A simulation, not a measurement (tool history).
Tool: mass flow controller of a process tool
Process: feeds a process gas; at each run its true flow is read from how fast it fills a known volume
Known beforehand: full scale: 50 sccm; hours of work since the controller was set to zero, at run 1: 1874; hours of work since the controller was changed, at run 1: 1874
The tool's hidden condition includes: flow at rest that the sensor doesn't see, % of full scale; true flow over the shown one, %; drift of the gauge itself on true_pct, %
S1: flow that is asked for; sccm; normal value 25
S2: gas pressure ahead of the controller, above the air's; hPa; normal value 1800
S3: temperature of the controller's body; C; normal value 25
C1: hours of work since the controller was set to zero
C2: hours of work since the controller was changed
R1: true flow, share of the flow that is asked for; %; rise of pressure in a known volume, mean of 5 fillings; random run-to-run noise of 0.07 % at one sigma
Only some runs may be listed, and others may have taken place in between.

| run | hour | S1 | S2 | S3 | C1 | C2 | R1 |
|---|---|---|---|---|---|---|---|
| 1 | 0.0 | 25 | 1800 | 25 | 1874 | 1874 | 99.11 |
| 2 | 126.0 | 7 | 1800 | 25 | 1949 | 1949 | 97.51 |
| 3 | 206.5 | 7 | 1800 | 25 | 1996 | 1996 | 97.32 |
| 4 | 348.1 | 25 | 1850 | 25 | 2080 | 2080 | 99.13 |
| 5 | 524.9 | 20 | 1850 | 25 | 2185 | 2185 | 98.79 |
| 6 | 601.9 | 25 | 1720 | 25 | 2231 | 2231 | 99.37 |
| 7 | 708.1 | 25 | 1450 | 25 | 2294 | 2294 | 99.39 |
| 8 | 824.2 | 25 | 1450 | 26 | 2363 | 2363 | 99.38 |
| 9 | 944.6 | 25 | 1450 | 26 | 2434 | 2434 | 99.36 |
| 10 | 1056.9 | 25 | 1450 | 26 | 2501 | 2501 | 99.32 |
| 11 | 1162.0 | 25 | 1450 | 26 | 2563 | 2563 | 99.41 |
| 12 | 1239.3 | 25 | 1450 | 26 | 2609 | 2609 | 99.32 |
| 13 | 1412.1 | 25 | 1430 | 25 | 2711 | 2711 | 99.19 |
| 14 | 1514.0 | 25 | 1800 | 33 | 2772 | 2772 | 99.27 |
| 15 | 1605.4 | 25 | 1800 | 33 | 2826 | 2826 | 99.48 |
| 16 | 1741.2 | 25 | 2520 | 25 | 2907 | 2907 | 98.71 |
| 17 | 1837.7 | 25 | 1800 | 32 | 2964 | 2964 | 99.35 |
| 18 | 1934.7 | 25 | 1800 | 32 | 3021 | 3021 | 99.30 |
| 19 | 2087.7 | 25 | 1800 | 32 | 3112 | 3112 | 99.40 |
| 20 | 2224.7 | 25 | 1800 | 32 | 3193 | 3193 | 99.44 |
| 21 | 2396.2 | 25 | 1430 | 25 | 3295 | 3295 | 99.39 |
| 22 | 2492.9 | 25 | 1800 | 27 | 3352 | 3352 | 99.25 |
| 23 | 2594.3 | 25 | 1800 | 25 | 3413 | 3413 | 99.11 |
| 24 | 2701.2 | 25 | 1800 | 25 | 3476 | 3476 | 99.10 |
| 25 | 2779.6 | 31 | 2020 | 28 | 3522 | 3522 | 99.48 |
| 26 | 2875.0 | 37 | 2230 | 22 | 3579 | 3579 | 99.30 |
|  | 2891.3 | controller's zero set anew |
| 27 | 2970.7 | 29 | 1850 | 22 | 47 | 3635 | 98.94 |
| 28 | 3133.1 | 29 | 1850 | 22 | 143 | 3732 | 98.94 |
| 29 | 3209.9 | 29 | 1850 | 22 | 189 | 3777 | 98.85 |
| 30 | 3369.8 | 23 | 1910 | 22 | 284 | 3872 | 98.33 |
| 31 | 3491.6 | 20 | 2020 | 33 | 356 | 3944 | 98.53 |
| 32 | 3634.5 | 31 | 1850 | 33 | 441 | 4029 | 99.40 |
|  | 3756.6 | controller's zero set anew, once more |
| 33 | 3798.8 | 42 | 2130 | 40 | 25 | 4126 | 100.91 |
| 34 | 3961.1 | 7 | 2580 | 20 | 121 | 4223 | 98.67 |
| 35 | 4093.6 | 34 | 2780 | 29 | 200 | 4301 | 99.81 |
| 36 | 4216.6 | 22 | 1860 | 21 | 273 | 4374 | 99.70 |
| 37 | 4295.3 | 22 | 1860 | 21 | 319 | 4421 | 99.64 |
| 38 | 4431.7 | 20 | 1800 | 25 | 400 | 4502 | 99.72 |
| 39 | 4507.9 | 10 | 2620 | 34 | 446 | 4547 | 99.18 |
| 40 | 4656.7 | 25 | 1600 | 22 | 534 | 4635 | 99.95 |
| 41 | 4777.0 | 24 | 1800 | 26 | 605 | 4706 | 99.88 |
| 42 | 4908.1 | 5 | 1910 | 25 | 683 | 4784 | 98.50 |
| 43 | 5046.0 | 25 | 1800 | 21 | 765 | 4866 | 99.72 |
| 44 | 5131.5 | 25 | 1800 | 21 | 815 | 4917 | 99.79 |
| 45 | 5312.9 | 8 | 1790 | 27 | 923 | 5024 | 98.97 |
| 46 | 5441.0 | 25 | 1800 | 21 | 999 | 5100 | 99.87 |
| 47 | 5555.4 | 25 | 1800 | 21 | 1067 | 5168 | 99.76 |
| 48 | 5678.5 | 16 | 1600 | 27 | 1140 | 5241 | 99.65 |

3 ways to go on from here, each from the tool as it stands after run 48. What would each give?
| A | 5814.4 | 32 | 2560 | 30 | 1220 | 5322 | ? |
| B | 5814.4 | 25 | 1670 | 25 | 1220 | 5322 | ? |
| C | 5814.4 | 8 | 1550 | 27 | 1220 | 5322 | ? |

| run | R1 |
|---|---|
| A | 100.00 |
| B | 99.94 |
| C | 98.90 |
With no hidden state in the tool, these same runs would have given:
| run | R1 |
|---|---|
| A | 99.28 |
| B | 99.28 |
| C | 98.85 |

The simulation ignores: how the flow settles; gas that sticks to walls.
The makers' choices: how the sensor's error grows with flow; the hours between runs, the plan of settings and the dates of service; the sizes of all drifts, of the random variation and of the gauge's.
